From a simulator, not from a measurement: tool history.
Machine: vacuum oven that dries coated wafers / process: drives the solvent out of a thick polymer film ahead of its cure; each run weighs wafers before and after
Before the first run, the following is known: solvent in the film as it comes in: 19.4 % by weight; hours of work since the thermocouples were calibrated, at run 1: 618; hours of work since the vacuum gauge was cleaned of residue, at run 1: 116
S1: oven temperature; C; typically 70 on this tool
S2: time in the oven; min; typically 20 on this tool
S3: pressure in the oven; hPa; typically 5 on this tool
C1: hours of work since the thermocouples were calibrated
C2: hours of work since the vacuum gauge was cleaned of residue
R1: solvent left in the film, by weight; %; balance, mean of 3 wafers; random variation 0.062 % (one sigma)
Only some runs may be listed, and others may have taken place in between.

run 1 hour=0 | S1=70 S2=20 S3=5 | C1=618 C2=116 | R1=4.08
run 2 hour=98.2 | S1=70 S2=20 S3=5 | C1=674 C2=173 | R1=4.18
run 3 hour=206.4 | S1=70 S2=20 S3=5 | C1=736 C2=234 | R1=4.29
run 4 hour=312.7 | S1=70 S2=20 S3=5 | C1=797 C2=295 | R1=4.28
run 5 hour=409.8 | S1=70 S2=20 S3=13.53 | C1=852 C2=350 | R1=4.91
run 6 hour=464.1 | S1=70 S2=20 S3=13.53 | C1=883 C2=381 | R1=4.94
run 7 hour=561.2 | S1=70 S2=20 S3=13.53 | C1=939 C2=437 | R1=4.88
run 8 hour=649.3 | S1=70 S2=20 S3=13.53 | C1=989 C2=487 | R1=5
run 9 hour=762 | S1=70 S2=20 S3=13.53 | C1=1053 C2=552 | R1=5.07
run 10 hour=892.5 | S1=70 S2=20 S3=13.53 | C1=1128 C2=626 | R1=4.82
run 11 hour=982.8 | S1=70 S2=20 S3=13.53 | C1=1179 C2=678 | R1=5.17
run 12 hour=1084.4 | S1=64 S2=31 S3=5.87 | C1=1237 C2=736 | R1=4.76
run 13 hour=1194.1 | S1=64 S2=31 S3=5.87 | C1=1300 C2=798 | R1=4.79
run 14 hour=1259 | S1=64 S2=31 S3=5.87 | C1=1337 C2=835 | R1=4.73
run 15 hour=1364.1 | S1=70 S2=27 S3=5 | C1=1397 C2=895 | R1=3.16
run 16 hour=1462.3 | S1=70 S2=11 S3=3.32 | C1=1453 C2=951 | R1=7.97
run 17 hour=1533.6 | S1=70 S2=31 S3=5 | C1=1494 C2=992 | R1=2.69
run 18 hour=1660 | S1=56 S2=31 S3=5.42 | C1=1566 C2=1064 | R1=8.5
run 19 hour=1744.4 | S1=66 S2=31 S3=2.76 | C1=1614 C2=1112 | R1=3.99
run 20 hour=1819.7 | S1=63 S2=11 S3=6.4 | C1=1657 C2=1155 | R1=10.92
run 21 hour=1907.1 | S1=60 S2=19 S3=3.51 | C1=1707 C2=1205 | R1=9.33
-- hour=1952 oven's thermocouples calibrated
run 22 hour=2003 | S1=60 S2=19 S3=3.51 | C1=29 C2=1259 | R1=8.16

Describe how what the log doesn't record of the tool's condition differs between the last listed run preceding each entry between runs and the first listed run following it.
Logged between run 21 and run 22: oven's thermocouples calibrated (hour 1952)
  true wafer temperature over the reading, C: -2.69 -> 0.02; true pressure over the reading, kPa: 0.189 -> 0.197
  measured less the result without the state, R1: +1.23 -> +0.13 %

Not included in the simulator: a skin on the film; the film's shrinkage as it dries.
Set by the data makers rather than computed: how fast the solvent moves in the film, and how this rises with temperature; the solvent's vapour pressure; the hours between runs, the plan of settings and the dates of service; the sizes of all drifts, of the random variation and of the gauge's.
